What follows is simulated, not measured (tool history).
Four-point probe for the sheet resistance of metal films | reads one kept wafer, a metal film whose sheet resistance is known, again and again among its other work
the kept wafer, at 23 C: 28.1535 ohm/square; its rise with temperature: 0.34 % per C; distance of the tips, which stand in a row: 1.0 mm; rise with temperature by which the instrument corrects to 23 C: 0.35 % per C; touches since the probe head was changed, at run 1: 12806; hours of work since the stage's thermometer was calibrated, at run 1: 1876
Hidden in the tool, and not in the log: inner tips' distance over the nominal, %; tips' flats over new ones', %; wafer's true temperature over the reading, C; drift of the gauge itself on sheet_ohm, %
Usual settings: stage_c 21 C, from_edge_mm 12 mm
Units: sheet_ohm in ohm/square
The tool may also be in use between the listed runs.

run	hour	stage_c	from_edge_mm	touches since the probe head was changed	hours of work since the stage's thermometer was calibrated	sheet_ohm
1	0	21	12	12806	1876	28.264086
2	27.4	21	4	13450	1896	29.066289
3	78.4	21	12	14650	1935	28.264142
4	110.6	21	12	15408	1959	28.265934
5	145.2	21	12	16223	1985	28.27064
6	185.3	21	12	17166	2015	28.268362
# hour 233.2: stage's thermometer calibrated
7	237.6	21	12	18385	3	28.260566
8	281.3	21	12	19412	36	28.264993
9	328.1	21	13	20514	71	28.250266
10	363	21	13	21335	98	28.250138
11	393	21	13	22040	120	28.242722
12	433.7	35	12	22999	151	28.229913
13	480.3	25	22	24095	186	28.189915
14	521.8	25	22	25072	217	28.177734
15	555.8	25	22	25872	242	28.189632
16	586.9	25	22	26604	266	28.185542
17	637.4	21	3	27790	304	29.743068
18	668.2	21	3	28517	327	29.755923
19	709.2	22	6	29481	358	28.573571
20	735.3	35	9	30094	377	28.330615

4 ways to go on from here, each from the tool as it stands after run 20. What would each give?
A	773.4	35	57	30991	406	?
B	773.4	19	12	30991	406	?
C	773.4	26	37	30991	406	?
D	773.4	27	4	30991	406	?

run	sheet_ohm
A	28.144788
B	28.267099
C	28.163989
D	29.065445
Without the tool's hidden state the same runs would have given:
run	sheet_ohm
A	28.143126
B	28.265429
C	28.162324
D	29.063732
